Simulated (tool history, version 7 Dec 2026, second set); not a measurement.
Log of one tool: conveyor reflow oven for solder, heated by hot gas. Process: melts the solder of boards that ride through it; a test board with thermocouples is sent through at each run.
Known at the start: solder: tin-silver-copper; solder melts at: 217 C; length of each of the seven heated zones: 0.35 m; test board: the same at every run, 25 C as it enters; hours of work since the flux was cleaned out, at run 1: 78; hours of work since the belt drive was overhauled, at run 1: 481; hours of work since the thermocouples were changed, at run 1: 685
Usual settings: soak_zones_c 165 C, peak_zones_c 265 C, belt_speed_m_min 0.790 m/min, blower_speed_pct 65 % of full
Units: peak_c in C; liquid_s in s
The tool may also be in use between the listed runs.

| run | hour | soak_zones_c | peak_zones_c | belt_speed_m_min | blower_speed_pct | hours of work since the flux was cleaned out | hours of work since the belt drive was overhauled | hours of work since the thermocouples were changed | peak_c | liquid_s |
|---|---|---|---|---|---|---|---|---|---|---|
| 1 | 0.0 | 165 | 265 | 0.790 | 65 | 78 | 481 | 685 | 244.7 | 32.5 |
| 2 | 21.5 | 165 | 265 | 0.790 | 65 | 89 | 492 | 696 | 245.0 | 32.5 |
| 3 | 42.9 | 165 | 265 | 0.790 | 65 | 99 | 502 | 707 | 244.7 | 32.4 |
| 4 | 71.0 | 165 | 265 | 0.790 | 65 | 113 | 516 | 721 | 244.9 | 32.8 |
| 5 | 106.2 | 165 | 265 | 0.790 | 65 | 131 | 534 | 739 | 244.7 | 32.7 |
| 6 | 124.2 | 165 | 265 | 0.790 | 65 | 140 | 543 | 748 | 244.6 | 32.3 |
| 7 | 145.9 | 165 | 265 | 0.790 | 65 | 151 | 554 | 759 | 244.4 | 32.4 |
| 8 | 180.9 | 165 | 265 | 0.790 | 65 | 169 | 572 | 776 | 244.7 | 32.3 |
| 9 | 199.2 | 165 | 265 | 0.790 | 65 | 178 | 581 | 786 | 244.4 | 32.3 |
| 10 | 225.1 | 165 | 275 | 0.790 | 65 | 191 | 594 | 799 | 252.6 | 37.1 |
| 11 | 258.9 | 165 | 275 | 0.790 | 65 | 208 | 611 | 816 | 252.7 | 37.2 |
| 12 | 278.4 | 165 | 275 | 0.790 | 67 | 218 | 621 | 825 | 253.6 | 37.8 |
| 13 | 312.0 | 165 | 265 | 0.790 | 55 | 235 | 638 | 842 | 239.7 | 28.0 |
| 14 | 345.2 | 165 | 258 | 0.790 | 65 | 251 | 654 | 859 | 238.5 | 28.1 |
| 15 | 372.7 | 165 | 258 | 0.790 | 65 | 265 | 668 | 873 | 238.4 | 28.1 |
| 16 | 392.7 | 165 | 258 | 0.790 | 65 | 275 | 678 | 883 | 238.5 | 28.2 |
| 17 | 425.4 | 165 | 258 | 0.790 | 65 | 292 | 695 | 899 | 238.3 | 28.2 |
| 18 | 449.1 | 165 | 258 | 0.790 | 65 | 304 | 706 | 911 | 238.8 | 27.8 |
| 19 | 471.0 | 164 | 275 | 0.944 | 64 | 314 | 717 | 922 | 243.0 | 24.9 |
| 20 | 498.3 | 164 | 275 | 0.683 | 64 | 328 | 731 | 936 | 257.3 | 46.6 |
|  | 512.7 | flux residue cleaned out of gas plates and filters |
| 21 | 536.9 | 164 | 275 | 0.683 | 64 | 12 | 748 | 953 | 259.1 | 47.1 |
|  | 543.3 | belt drive overhauled, speed set with a stopwatch |
| 22 | 569.6 | 164 | 275 | 0.683 | 64 | 27 | 13 | 967 | 259.1 | 47.8 |
| 23 | 585.3 | 154 | 278 | 0.874 | 53 | 34 | 21 | 975 | 242.1 | 24.5 |
| 24 | 616.9 | 154 | 278 | 0.874 | 53 | 50 | 37 | 991 | 242.0 | 24.8 |
| 25 | 650.3 | 175 | 268 | 0.637 | 80 | 67 | 54 | 1008 | 261.0 | 56.1 |
| 26 | 682.4 | 175 | 268 | 0.637 | 80 | 83 | 70 | 1024 | 260.8 | 56.0 |
| 27 | 719.2 | 175 | 268 | 0.637 | 80 | 102 | 88 | 1043 | 260.6 | 56.2 |
|  | 741.7 | belt drive overhauled, speed set with a stopwatch, once more |
| 28 | 749.7 | 175 | 268 | 0.637 | 60 | 115 | 4 | 1056 | 255.1 | 51.1 |
| 29 | 779.6 | 162 | 276 | 0.764 | 82 | 130 | 19 | 1071 | 260.8 | 42.1 |
| 30 | 806.1 | 162 | 276 | 0.764 | 82 | 143 | 32 | 1084 | 260.9 | 42.4 |

4 ways to go on from here, each from the tool as it stands after run 30. What would each give?
| A | 826.8 | 162 | 267 | 0.756 | 88 | 154 | 43 | 1095 | ? | ? |
| B | 826.8 | 159 | 263 | 0.652 | 65 | 154 | 43 | 1095 | ? | ? |
| C | 826.8 | 158 | 269 | 0.716 | 65 | 154 | 43 | 1095 | ? | ? |
| D | 826.8 | 156 | 276 | 0.764 | 82 | 154 | 43 | 1095 | ? | ? |

| run | peak_c | liquid_s |
|---|---|---|
| A | 254.8 | 40.4 |
| B | 248.7 | 42.5 |
| C | 250.5 | 38.3 |
| D | 259.8 | 40.4 |
Without the tool's hidden state the same runs would have given:
| run | peak_c | liquid_s |
|---|---|---|
| A | 253.6 | 40.1 |
| B | 247.3 | 41.9 |
| C | 249.3 | 37.9 |
| D | 258.8 | 40.2 |
